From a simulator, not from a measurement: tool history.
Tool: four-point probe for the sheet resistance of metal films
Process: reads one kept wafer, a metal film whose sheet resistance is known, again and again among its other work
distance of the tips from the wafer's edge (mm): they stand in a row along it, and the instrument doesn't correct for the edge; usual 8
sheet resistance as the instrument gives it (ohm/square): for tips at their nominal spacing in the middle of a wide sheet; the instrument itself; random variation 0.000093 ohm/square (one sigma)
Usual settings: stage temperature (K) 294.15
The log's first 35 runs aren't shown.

run    hour  stage temperature (K)  distance of the tips from the wafer's edge (mm)  sheet resistance as the instrument gives it (ohm/square)
 36   921.8                 294.15                                                9                                                  0.466183
 37   943.2                 306.15                                               15                                                  0.470505
 38   961.6                 303.15                                               61                                                  0.468857
 39   977.6                 294.15                                                3                                                  0.476087
 40  1006.2                 300.15                                                3                                                   0.47871
 41  1038.9                 304.15                                                8                                                  0.470835
 42  1067.7                 304.15                                                4                                                  0.475617
 43    1092                 307.15                                               50                                                  0.470601
 44  1110.7                 294.15                                               60                                                  0.464991
 45  1126.7                 294.15                                               44                                                  0.465203

Forecast each of these 4 alternatives for the next run:
  A  1144.3                 291.15                                                5                                                         ?
  B  1144.3                 304.15                                               12                                                         ?
  C  1144.3                 293.15                                               27                                                         ?
  D  1144.3                 293.15                                                8                                                         ?

run  sheet resistance as the instrument gives it (ohm/square)
  A                                                  0.467928
  B                                                  0.469977
  C                                                  0.464932
  D                                                  0.466252
Without the tool's hidden state the same runs would have given:
run  sheet resistance as the instrument gives it (ohm/square)
  A                                                  0.467066
  B                                                  0.469096
  C                                                  0.464073
  D                                                   0.46539
